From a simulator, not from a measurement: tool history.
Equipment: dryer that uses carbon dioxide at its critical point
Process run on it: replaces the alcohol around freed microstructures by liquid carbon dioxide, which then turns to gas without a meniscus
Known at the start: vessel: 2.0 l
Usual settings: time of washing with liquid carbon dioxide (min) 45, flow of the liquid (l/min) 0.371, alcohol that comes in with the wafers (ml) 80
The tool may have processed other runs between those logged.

run,hour,time of washing with liquid carbon dioxide (min),flow of the liquid (l/min),alcohol that comes in with the wafers (ml),alcohol left in the vessel before it's heated (ppm by volume)
1,0,45,0.371,80,47
2,51,45,0.371,80,40
3,77.4,45,0.371,80,48
4,121.1,45,0.371,80,47
5,145.5,45,0.371,89,47
6,190.9,45,0.371,89,55
7,213.3,60,0.371,80,31
8,235,45,0.371,80,57
# hour 254.6: inlet filter changed
9,264.1,45,0.371,80,38
10,310.4,45,0.371,80,37
11,344.2,45,0.371,80,43
12,385.8,54,0.371,80,37
13,415.8,45,0.328,80,76
14,454.7,45,0.328,80,73
15,476.4,63,0.328,80,31
16,512.4,63,0.328,80,31
17,563.1,45,0.371,80,55
18,596.1,45,0.458,71,34
19,649.3,71,0.371,96,34
20,688.8,56,0.371,101,33
21,721.2,33,0.413,28,70
22,752.6,33,0.413,28,74
# hour 772.6: inlet filter changed
23,780.8,33,0.413,66,92
24,833.4,33,0.413,66,99
25,858.6,28,0.628,61,46
26,891.6,28,0.628,61,41
27,920,30,0.628,61,46
28,947.1,43,0.365,80,68
29,979.2,52,0.528,49,32
30,1031.9,64,0.259,24,38
31,1083.1,64,0.259,24,42
32,1126.5,64,0.259,24,47
33,1156.8,40,0.293,30,120
34,1187.6,40,0.293,30,117

Branching from run 34: 3 alternative next runs. What would each branch give?
A,1224.1,40,0.254,27,?
B,1224.1,30,0.257,37,?
C,1224.1,39,0.245,106,?

run,alcohol left in the vessel before it's heated (ppm by volume)
A,197
B,658
C,844
What these runs would have given with no unlogged condition in the tool:
run,alcohol left in the vessel before it's heated (ppm by volume)
A,115
B,467
C,564
